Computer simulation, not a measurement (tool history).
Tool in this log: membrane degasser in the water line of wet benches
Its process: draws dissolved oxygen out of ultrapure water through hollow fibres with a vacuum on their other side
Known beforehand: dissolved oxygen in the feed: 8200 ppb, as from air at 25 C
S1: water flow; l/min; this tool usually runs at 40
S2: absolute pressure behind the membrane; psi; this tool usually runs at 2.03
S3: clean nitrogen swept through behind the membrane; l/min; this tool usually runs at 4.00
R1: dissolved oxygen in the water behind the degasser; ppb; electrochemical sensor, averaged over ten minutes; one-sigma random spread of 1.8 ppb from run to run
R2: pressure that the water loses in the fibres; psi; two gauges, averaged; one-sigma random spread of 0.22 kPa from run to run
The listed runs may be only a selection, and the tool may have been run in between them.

run 1 hour=0.0 | S1=40 S2=2.03 S3=4.00 | R1=265.5 R2=7.427
run 2 hour=291.0 | S1=40 S2=2.03 S3=4.00 | R1=267.0 R2=7.456
run 3 hour=486.1 | S1=40 S2=2.03 S3=4.00 | R1=270.5 R2=7.506
run 4 hour=696.7 | S1=40 S2=2.03 S3=4.00 | R1=270.2 R2=7.413
run 5 hour=923.2 | S1=40 S2=2.03 S3=4.00 | R1=269.1 R2=7.342
run 6 hour=1245.3 | S1=40 S2=2.03 S3=4.00 | R1=268.8 R2=7.368
run 7 hour=1466.1 | S1=40 S2=2.03 S3=9.52 | R1=130.2 R2=7.406
run 8 hour=1691.8 | S1=40 S2=2.03 S3=9.52 | R1=129.8 R2=7.326
run 9 hour=2019.1 | S1=61 S2=2.03 S3=4.00 | R1=470.0 R2=11.084
run 10 hour=2249.8 | S1=61 S2=2.03 S3=4.00 | R1=468.7 R2=11.156
run 11 hour=2402.6 | S1=61 S2=2.03 S3=4.00 | R1=478.4 R2=11.197
run 12 hour=2728.9 | S1=40 S2=2.03 S3=4.00 | R1=268.1 R2=7.319
run 13 hour=2868.3 | S1=40 S2=2.03 S3=4.00 | R1=268.9 R2=7.313
-- hour=3192.7 gauge calibrated
run 14 hour=3192.7 | S1=40 S2=2.03 S3=1.93 | R1=491.5 R2=7.494
run 15 hour=3507.4 | S1=28 S2=2.03 S3=4.00 | R1=181.7 R2=5.208
run 16 hour=3748.9 | S1=28 S2=2.03 S3=4.00 | R1=181.5 R2=5.204
run 17 hour=3888.0 | S1=28 S2=2.03 S3=4.00 | R1=181.7 R2=5.185
run 18 hour=4068.8 | S1=40 S2=4.16 S3=2.88 | R1=759.4 R2=7.446
run 19 hour=4226.8 | S1=40 S2=4.16 S3=2.88 | R1=769.2 R2=7.400
run 20 hour=4442.1 | S1=31 S2=4.39 S3=8.72 | R1=234.1 R2=5.725
run 21 hour=4756.6 | S1=40 S2=3.05 S3=11.67 | R1=166.6 R2=7.358
run 22 hour=5075.4 | S1=40 S2=3.05 S3=11.67 | R1=168.3 R2=7.371
-- hour=5242.5 vacuum gauge calibrated
run 23 hour=5298.8 | S1=25 S2=4.70 S3=7.25 | R1=243.2 R2=4.588
run 24 hour=5459.8 | S1=54 S2=4.63 S3=4.00 | R1=882.2 R2=9.883
run 25 hour=5614.6 | S1=54 S2=3.61 S3=1.63 | R1=1344.0 R2=9.864
run 26 hour=5882.2 | S1=52 S2=2.03 S3=8.57 | R1=220.9 R2=9.499
run 27 hour=6137.3 | S1=39 S2=2.03 S3=4.00 | R1=261.2 R2=7.005
run 28 hour=6409.4 | S1=39 S2=2.55 S3=7.71 | R1=191.4 R2=7.091
-- hour=6427.1 seals of the vacuum lines changed
run 29 hour=6653.6 | S1=39 S2=2.16 S3=2.27 | R1=449.2 R2=7.062
run 30 hour=6901.1 | S1=39 S2=2.16 S3=2.27 | R1=454.7 R2=7.013
run 31 hour=7207.8 | S1=25 S2=3.71 S3=4.00 | R1=330.1 R2=4.511
run 32 hour=7476.4 | S1=27 S2=1.31 S3=6.73 | R1=58.6 R2=4.833

Forecast each of these 4 alternatives for the next run:
run A hour=7776.2 | S1=30 S2=1.31 S3=6.33 | R1=? R2=?
run B hour=7776.2 | S1=40 S2=3.95 S3=4.86 | R1=? R2=?
run C hour=7776.2 | S1=64 S2=4.10 S3=6.73 | R1=? R2=?
run D hour=7776.2 | S1=42 S2=2.42 S3=8.86 | R1=? R2=?

run=A R1=71.2 R2=5.356
run=B R1=471.2 R2=7.143
run=C R1=651.5 R2=11.455
run=D R1=182.2 R2=7.532
With no hidden state in the tool, these same runs would have given:
run=A R1=71.2 R2=5.588
run=B R1=471.1 R2=7.452
run=C R1=651.1 R2=11.951
run=D R1=182.0 R2=7.858

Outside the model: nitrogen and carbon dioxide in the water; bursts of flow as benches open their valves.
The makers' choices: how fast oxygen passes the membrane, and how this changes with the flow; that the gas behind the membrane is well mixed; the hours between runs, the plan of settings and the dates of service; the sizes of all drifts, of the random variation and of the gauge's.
